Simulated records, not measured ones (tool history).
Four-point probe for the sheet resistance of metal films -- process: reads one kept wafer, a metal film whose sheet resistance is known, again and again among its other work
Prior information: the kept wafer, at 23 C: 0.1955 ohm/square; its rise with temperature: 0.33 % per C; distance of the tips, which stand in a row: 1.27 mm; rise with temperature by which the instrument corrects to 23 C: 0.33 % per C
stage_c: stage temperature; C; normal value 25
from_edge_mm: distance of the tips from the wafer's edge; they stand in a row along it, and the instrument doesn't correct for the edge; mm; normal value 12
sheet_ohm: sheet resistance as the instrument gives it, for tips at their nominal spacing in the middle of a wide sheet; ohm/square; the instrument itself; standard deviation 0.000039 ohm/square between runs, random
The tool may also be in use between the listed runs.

| run | hour | stage_c | from_edge_mm | sheet_ohm |
|---|---|---|---|---|
| 1 | 0 | 25 | 12 | 0.196706 |
| 2 | 66.6 | 25 | 12 | 0.196745 |
| 3 | 108.4 | 25 | 12 | 0.196643 |
| 4 | 198.7 | 25 | 12 | 0.19669 |
| 5 | 238.6 | 25 | 12 | 0.196671 |
| 6 | 326.1 | 25 | 12 | 0.196631 |
| 7 | 368.3 | 25 | 11 | 0.196816 |
| 8 | 450.3 | 25 | 11 | 0.196829 |
| 9 | 536.4 | 25 | 4 | 0.205441 |
| 10 | 584.6 | 25 | 4 | 0.205535 |
| 11 | 631.7 | 25 | 6 | 0.200087 |
| 12 | 727.7 | 34 | 55 | 0.195507 |
| 13 | 816.7 | 21 | 8 | 0.198158 |
| 14 | 900.3 | 21 | 8 | 0.198124 |
| 15 | 942.4 | 21 | 8 | 0.198121 |
| 16 | 1037.7 | 25 | 53 | 0.195529 |
| 17 | 1081.5 | 24 | 6 | 0.200081 |
| 18 | 1144.9 | 25 | 21 | 0.195881 |
| 19 | 1201.4 | 25 | 21 | 0.195894 |

Withheld: 1 entry from between the runs. Position of each, and hidden state at the listed run before versus the listed run after:
From run 8 to run 9: stage's thermometer calibrated (hour 536.4)
  the hidden state is the same at both runs
